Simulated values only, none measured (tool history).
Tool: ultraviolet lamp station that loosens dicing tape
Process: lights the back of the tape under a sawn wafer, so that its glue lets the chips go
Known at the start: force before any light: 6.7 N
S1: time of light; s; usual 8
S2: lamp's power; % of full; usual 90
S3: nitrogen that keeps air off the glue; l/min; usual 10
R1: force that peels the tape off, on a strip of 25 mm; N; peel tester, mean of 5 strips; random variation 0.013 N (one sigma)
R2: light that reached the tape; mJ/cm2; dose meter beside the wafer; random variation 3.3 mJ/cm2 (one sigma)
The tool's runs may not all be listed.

| run | hour | S1 | S2 | S3 | R1 | R2 |
|---|---|---|---|---|---|---|
| 1 | 0.0 | 8 | 90 | 10 | 0.881 | 411 |
|  | 27.8 | window cleaned of glue's vapour |
| 2 | 59.2 | 8 | 80 | 10 | 0.898 | 397 |
| 3 | 141.5 | 8 | 80 | 10 | 0.978 | 392 |
| 4 | 192.6 | 8 | 90 | 15 | 0.650 | 437 |
| 5 | 279.4 | 8 | 90 | 15 | 0.661 | 426 |
| 6 | 353.5 | 8 | 90 | 10 | 0.880 | 416 |
| 7 | 406.8 | 8 | 90 | 10 | 0.871 | 410 |
| 8 | 460.8 | 8 | 90 | 10 | 0.868 | 396 |
| 9 | 502.4 | 8 | 90 | 10 | 0.935 | 395 |
| 10 | 587.3 | 8 | 90 | 10 | 0.984 | 390 |
| 11 | 641.4 | 8 | 90 | 10 | 1.016 | 382 |
| 12 | 712.8 | 8 | 90 | 10 | 1.020 | 370 |
| 13 | 781.6 | 8 | 90 | 10 | 1.071 | 364 |
|  | 801.2 | window cleaned of glue's vapour |
| 14 | 829.9 | 9 | 92 | 7 | 0.901 | 465 |
| 15 | 865.4 | 16 | 92 | 3 | 0.592 | 821 |

Forecast run 16:
| 16 | 914.6 | 16 | 92 | 3 | ? | ? |

Run 16 gave R1 0.609 N, R2 808 mJ/cm2.
Without the tool's hidden state the same run would have given R1 0.378 N, R2 1057 mJ/cm2.
